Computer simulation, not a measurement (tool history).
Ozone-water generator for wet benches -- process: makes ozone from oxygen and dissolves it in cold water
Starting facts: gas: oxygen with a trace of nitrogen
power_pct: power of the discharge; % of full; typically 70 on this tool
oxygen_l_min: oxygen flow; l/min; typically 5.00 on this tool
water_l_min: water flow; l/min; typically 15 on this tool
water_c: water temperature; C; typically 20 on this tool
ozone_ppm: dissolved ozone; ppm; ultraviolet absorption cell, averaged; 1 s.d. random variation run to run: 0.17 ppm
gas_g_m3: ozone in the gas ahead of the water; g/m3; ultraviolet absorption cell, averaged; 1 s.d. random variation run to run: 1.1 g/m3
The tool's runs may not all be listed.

Run 1, hour 0.0: usual settings. Result: ozone_ppm 22.6 ppm, gas_g_m3 194.0 g/m3.
Run 2, hour 41.1: usual settings. Result: ozone_ppm 22.5 ppm, gas_g_m3 193.1 g/m3.
Run 3, hour 84.2: usual settings. Result: ozone_ppm 22.4 ppm, gas_g_m3 193.1 g/m3.
Run 4, hour 129.8: usual settings but oxygen_l_min 3.01 l/min. Result: ozone_ppm 24.2 ppm, gas_g_m3 267.7 g/m3.
Run 5, hour 198.6: usual settings but power_pct 56 % of full, oxygen_l_min 3.01 l/min. Result: ozone_ppm 20.6 ppm, gas_g_m3 229.2 g/m3.
Run 6, hour 252.3: usual settings but oxygen_l_min 5.72 l/min. Result: ozone_ppm 22.0 ppm, gas_g_m3 176.7 g/m3.
Run 7, hour 303.5: usual settings but water_c 18 C. Result: ozone_ppm 22.8 ppm, gas_g_m3 193.2 g/m3.
Run 8, hour 343.9: usual settings but water_c 18 C. Result: ozone_ppm 22.9 ppm, gas_g_m3 191.4 g/m3.
Run 9, hour 388.0: usual settings but water_l_min 13 l/min. Result: ozone_ppm 24.4 ppm, gas_g_m3 191.5 g/m3.
Run 10, hour 442.6: usual settings but water_l_min 13 l/min. Result: ozone_ppm 24.4 ppm, gas_g_m3 190.1 g/m3.
Run 11, hour 476.6: usual settings but water_l_min 13 l/min. Result: ozone_ppm 24.4 ppm, gas_g_m3 191.0 g/m3.
Run 12, hour 520.6: usual settings but water_l_min 13 l/min. Result: ozone_ppm 24.5 ppm, gas_g_m3 189.7 g/m3.
Run 13, hour 591.9: usual settings but power_pct 96 % of full, water_l_min 13 l/min. Result: ozone_ppm 30.6 ppm, gas_g_m3 238.4 g/m3.
Run 14, hour 635.7: usual settings but power_pct 96 % of full, water_l_min 13 l/min. Result: ozone_ppm 30.4 ppm, gas_g_m3 237.6 g/m3.
Run 15, hour 675.0: usual settings but power_pct 96 % of full, water_l_min 13 l/min. Result: ozone_ppm 30.3 ppm, gas_g_m3 238.5 g/m3.
Run 16, hour 710.3: usual settings but power_pct 96 % of full, water_l_min 13 l/min. Result: ozone_ppm 30.4 ppm, gas_g_m3 237.0 g/m3.
Run 17, hour 767.1: usual settings but power_pct 96 % of full, water_l_min 13 l/min. Result: ozone_ppm 30.3 ppm, gas_g_m3 238.8 g/m3.
Run 18, hour 804.6: usual settings but power_pct 96 % of full, oxygen_l_min 2.60 l/min, water_l_min 18 l/min, water_c 14 C. Result: ozone_ppm 26.4 ppm, gas_g_m3 366.2 g/m3.
Run 19, hour 855.4: usual settings but oxygen_l_min 5.05 l/min, water_l_min 23 l/min. Result: ozone_ppm 15.6 ppm, gas_g_m3 186.1 g/m3.
Run 20, hour 898.3: usual settings but oxygen_l_min 5.05 l/min, water_l_min 23 l/min, water_c 27 C. Result: ozone_ppm 14.2 ppm, gas_g_m3 186.8 g/m3.
Run 21, hour 938.5: usual settings but oxygen_l_min 5.05 l/min, water_l_min 10 l/min, water_c 22 C. Result: ozone_ppm 26.8 ppm, gas_g_m3 187.3 g/m3.
Run 22, hour 1007.1: usual settings but power_pct 43 % of full, oxygen_l_min 5.62 l/min, water_l_min 10 l/min, water_c 16 C. Result: ozone_ppm 20.7 ppm, gas_g_m3 122.7 g/m3.
Run 23, hour 1060.2: usual settings but power_pct 43 % of full, oxygen_l_min 5.62 l/min, water_l_min 10 l/min, water_c 16 C. Result: ozone_ppm 20.8 ppm, gas_g_m3 124.6 g/m3.
Run 24, hour 1103.8: usual settings but power_pct 43 % of full, oxygen_l_min 5.62 l/min, water_l_min 10 l/min, water_c 16 C. Result: ozone_ppm 20.6 ppm, gas_g_m3 122.9 g/m3.
Run 25, hour 1149.5: usual settings but power_pct 43 % of full, oxygen_l_min 5.62 l/min, water_l_min 10 l/min, water_c 16 C. Result: ozone_ppm 20.8 ppm, gas_g_m3 122.6 g/m3.
Run 26, hour 1195.1: usual settings but power_pct 50 % of full, oxygen_l_min 5.62 l/min, water_l_min 10 l/min, water_c 15 C. Result: ozone_ppm 23.2 ppm, gas_g_m3 135.0 g/m3.
Run 27, hour 1226.7: usual settings but power_pct 50 % of full, oxygen_l_min 5.62 l/min, water_l_min 10 l/min, water_c 15 C. Result: ozone_ppm 23.3 ppm, gas_g_m3 137.2 g/m3.
Run 28, hour 1271.5: usual settings but power_pct 50 % of full, oxygen_l_min 5.62 l/min, water_l_min 10 l/min, water_c 15 C. Result: ozone_ppm 23.4 ppm, gas_g_m3 136.9 g/m3.
Run 29, hour 1318.9: usual settings but oxygen_l_min 3.88 l/min, water_l_min 14 l/min. Result: ozone_ppm 23.6 ppm, gas_g_m3 219.8 g/m3.
Run 30, hour 1369.7: usual settings but power_pct 47 % of full, oxygen_l_min 4.13 l/min, water_l_min 9 l/min, water_c 28 C. Result: ozone_ppm 19.7 ppm, gas_g_m3 160.1 g/m3.
Run 31, hour 1429.1: usual settings but oxygen_l_min 2.93 l/min, water_c 13 C. Result: ozone_ppm 24.7 ppm, gas_g_m3 263.2 g/m3.
Run 32, hour 1497.6: usual settings but oxygen_l_min 2.93 l/min, water_c 13 C. Result: ozone_ppm 24.9 ppm, gas_g_m3 264.2 g/m3.

Branching from run 32: 5 alternative next runs. What would each branch give?
Run A, hour 1528.4: usual settings but water_l_min 12 l/min. Result: ozone_ppm ?, gas_g_m3 ?.
Run B, hour 1528.4: usual settings but oxygen_l_min 6.16 l/min, water_c 13 C. Result: ozone_ppm ?, gas_g_m3 ?.
Run C, hour 1528.4: usual settings but power_pct 71 % of full. Result: ozone_ppm ?, gas_g_m3 ?.
Run D, hour 1528.4: usual settings but oxygen_l_min 5.72 l/min, water_c 13 C. Result: ozone_ppm ?, gas_g_m3 ?.
Run E, hour 1528.4: usual settings but oxygen_l_min 3.85 l/min, water_c 18 C. Result: ozone_ppm ?, gas_g_m3 ?.

run  ozone_ppm  gas_g_m3
  A       24.6     185.6
  B       22.8     162.1
  C       21.4     188.1
  D       23.3     170.5
  E       22.8     220.5
Without the tool's hidden state the same runs would have given:
run  ozone_ppm  gas_g_m3
  A       27.6     201.7
  B       25.6     176.2
  C       24.1     204.6
  D       26.1     185.2
  E       25.6     239.6
